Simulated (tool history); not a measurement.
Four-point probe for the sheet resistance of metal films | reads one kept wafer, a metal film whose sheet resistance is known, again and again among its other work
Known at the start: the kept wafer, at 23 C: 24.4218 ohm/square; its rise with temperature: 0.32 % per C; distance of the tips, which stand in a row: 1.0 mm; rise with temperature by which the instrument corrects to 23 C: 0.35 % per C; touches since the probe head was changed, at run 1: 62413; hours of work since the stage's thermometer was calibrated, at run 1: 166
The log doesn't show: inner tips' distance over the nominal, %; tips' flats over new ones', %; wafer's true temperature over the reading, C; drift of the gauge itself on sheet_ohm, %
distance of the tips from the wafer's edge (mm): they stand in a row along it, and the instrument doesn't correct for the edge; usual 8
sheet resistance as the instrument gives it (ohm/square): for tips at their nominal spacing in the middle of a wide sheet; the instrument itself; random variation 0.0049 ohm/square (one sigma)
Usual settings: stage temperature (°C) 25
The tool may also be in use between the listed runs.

run	hour	stage temperature (°C)	distance of the tips from the wafer's edge (mm)	touches since the probe head was changed	hours of work since the stage's thermometer was calibrated	sheet resistance as the instrument gives it (ohm/square)
1	0.0	25	8	62413	166	24.823405
2	63.2	25	8	63848	194	24.824443
3	164.8	25	65	66155	238	24.635190
4	290.0	25	65	68996	292	24.636804
5	416.4	25	65	71866	347	24.638048
6	477.5	25	65	73253	373	24.655839
7	532.9	25	65	74510	397	24.656547
8	590.7	25	65	75822	422	24.659998
9	643.2	25	65	77014	445	24.653744
10	719.3	24	8	78741	478	24.879901
# hour 733.0: new probe head fitted
11	776.4	24	8	987	502	24.624497
12	898.3	25	8	3753	555	24.635720
13	1011.0	21	8	6311	603	24.674933
14	1124.0	26	8	8877	652	24.645094
15	1232.1	25	8	11330	699	24.648115
# hour 1243.9: stage's thermometer calibrated
16	1309.3	23	19	13071	28	24.490830
17	1372.5	21	5	14507	56	24.993724
18	1475.6	29	24	16847	100	24.444209
19	1563.8	29	24	18848	138	24.450079
# hour 1573.6: stage's thermometer calibrated, once more
20	1616.4	25	6	20032	19	24.861538
21	1728.3	25	28	22571	67	24.518891
22	1808.8	23	5	24399	102	25.042679
23	1915.8	22	18	26828	148	24.577440
24	2026.0	18	68	29330	196	24.584365
25	2107.9	25	4	31188	231	25.329735
26	2198.4	27	8	33244	270	24.723438
27	2270.3	27	8	34875	302	24.730561
28	2384.9	22	54	37478	351	24.571700
29	2467.6	33	27	39355	387	24.511020
30	2524.3	23	52	40641	411	24.571339

Some steps in sheet resistance as the instrument gives it (ohm/square) between neighbouring runs. How much of each would the tool show without its hidden state too (settings, what came in, random variation), and how much is left for the hidden state, with any gauge scatter that isn't in both results?
Run 4 -> 5: no setting changed, nothing entered. sheet resistance as the instrument gives it (ohm/square) +0.001244: hidden state +0.008817, all else -0.007573.
Run 10 -> 11: new probe head fitted. sheet resistance as the instrument gives it (ohm/square) -0.255404: hidden state -0.248064, all else -0.007340.
Run 17 -> 18: stage temperature (°C) 21 -> 29, distance of the tips from the wafer's edge (mm) 5 -> 24. sheet resistance as the instrument gives it (ohm/square) -0.549515: hidden state +0.006982, all else -0.556497.
Run 19 -> 20: stage temperature (°C) 29 -> 25, distance of the tips from the wafer's edge (mm) 24 -> 6, stage's thermometer calibrated, once more. sheet resistance as the instrument gives it (ohm/square) +0.411459: hidden state +0.039960, all else +0.371499.
Run 24 -> 25: stage temperature (°C) 18 -> 25, distance of the tips from the wafer's edge (mm) 68 -> 4. sheet resistance as the instrument gives it (ohm/square) +0.745370: hidden state +0.008327, all else +0.737043.
Run 25 -> 26: stage temperature (°C) 25 -> 27, distance of the tips from the wafer's edge (mm) 4 -> 8. sheet resistance as the instrument gives it (ohm/square) -0.606297: hidden state +0.003047, all else -0.609344.
